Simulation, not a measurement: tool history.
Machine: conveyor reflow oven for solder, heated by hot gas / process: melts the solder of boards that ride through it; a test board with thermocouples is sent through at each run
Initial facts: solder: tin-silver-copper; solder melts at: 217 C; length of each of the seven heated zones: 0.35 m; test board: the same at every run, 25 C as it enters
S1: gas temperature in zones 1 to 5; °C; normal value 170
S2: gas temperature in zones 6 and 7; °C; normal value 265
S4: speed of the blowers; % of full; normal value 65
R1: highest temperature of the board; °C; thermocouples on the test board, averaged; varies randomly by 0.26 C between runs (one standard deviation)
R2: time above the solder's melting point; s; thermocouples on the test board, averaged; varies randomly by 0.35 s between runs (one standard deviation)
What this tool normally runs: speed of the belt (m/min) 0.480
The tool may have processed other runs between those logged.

Run 1, hour 0.0: usual settings. Result: R1 250.1 °C, R2 61.8 s.
Run 2, hour 17.0: usual settings. Result: R1 249.5 °C, R2 62.4 s.
Run 3, hour 26.6: usual settings but S4 66 % of full. Result: R1 249.8 °C, R2 61.8 s.
Run 4, hour 35.1: usual settings but S2 258 °C, S4 66 % of full. Result: R1 243.5 °C, R2 56.0 s.
Run 5, hour 51.3: usual settings but S2 267 °C. Result: R1 251.3 °C, R2 63.1 s.
Run 6, hour 66.1: usual settings. Result: R1 249.8 °C, R2 62.0 s.
Run 7, hour 80.3: usual settings. Result: R1 249.7 °C, R2 61.3 s.
Run 8, hour 96.3: usual settings but S4 64 % of full. Result: R1 249.1 °C, R2 60.6 s.
Run 9, hour 106.0: usual settings but S4 71 % of full. Result: R1 250.6 °C, R2 63.2 s.
Run 10, hour 118.4: usual settings but S4 71 % of full. Result: R1 251.1 °C, R2 62.8 s.
Run 11, hour 127.2: usual settings but S4 71 % of full. Result: R1 250.4 °C, R2 63.4 s.
Run 12, hour 137.0: usual settings but speed of the belt (m/min) 0.482. Result: R1 249.4 °C, R2 61.7 s.
Run 13, hour 152.9: usual settings but speed of the belt (m/min) 0.482. Result: R1 248.8 °C, R2 61.9 s.
Run 14, hour 167.6: usual settings but speed of the belt (m/min) 0.482. Result: R1 249.8 °C, R2 61.9 s.
Run 15, hour 178.7: usual settings. Result: R1 249.4 °C, R2 61.5 s.
Run 16, hour 185.7: usual settings but S2 273 °C, speed of the belt (m/min) 0.528, S4 82 % of full. Result: R1 256.3 °C, R2 61.0 s.
Run 17, hour 198.3: usual settings but S2 273 °C, speed of the belt (m/min) 0.528, S4 82 % of full. Result: R1 256.1 °C, R2 61.5 s.
Run 18, hour 206.5: usual settings but S2 273 °C, speed of the belt (m/min) 0.528, S4 82 % of full. Result: R1 256.1 °C, R2 61.1 s.
Run 19, hour 222.9: usual settings but S1 161 °C, S2 256 °C, S4 86 % of full. Result: R1 244.1 °C, R2 53.8 s.
Run 20, hour 232.5: usual settings but S1 161 °C, S2 256 °C, S4 86 % of full. Result: R1 243.5 °C, R2 54.5 s.
Run 21, hour 246.5: usual settings but S1 161 °C, S2 256 °C, S4 86 % of full. Result: R1 243.2 °C, R2 53.6 s.
Run 22, hour 262.9: usual settings but S1 161 °C, S2 256 °C, S4 86 % of full. Result: R1 243.6 °C, R2 53.9 s.

Predict each of these 5 candidate next runs independently; none follows another, all start after run 22:
Run A, hour 272.9: usual settings but S2 262 °C, speed of the belt (m/min) 0.394, S4 59 % of full. Result: R1 ?, R2 ?.
Run B, hour 272.9: usual settings but S1 164 °C, S4 73 % of full. Result: R1 ?, R2 ?.
Run C, hour 272.9: usual settings but S1 167 °C, S2 256 °C, speed of the belt (m/min) 0.410, S4 86 % of full. Result: R1 ?, R2 ?.
Run D, hour 272.9: usual settings but S1 163 °C, S2 255 °C, S4 82 % of full. Result: R1 ?, R2 ?.
Run E, hour 272.9: usual settings but S1 157 °C, S2 263 °C, S4 73 % of full. Result: R1 ?, R2 ?.

run     R1    R2
  A  251.2  79.1
  B  249.4  59.8
  C  247.8  74.0
  D  242.6  53.1
  E  247.1  54.9
Without the tool's unlogged condition, the same runs would have read:
run     R1    R2
  A  251.3  79.3
  B  250.0  60.7
  C  248.0  74.7
  D  243.2  54.3
  E  247.8  56.0
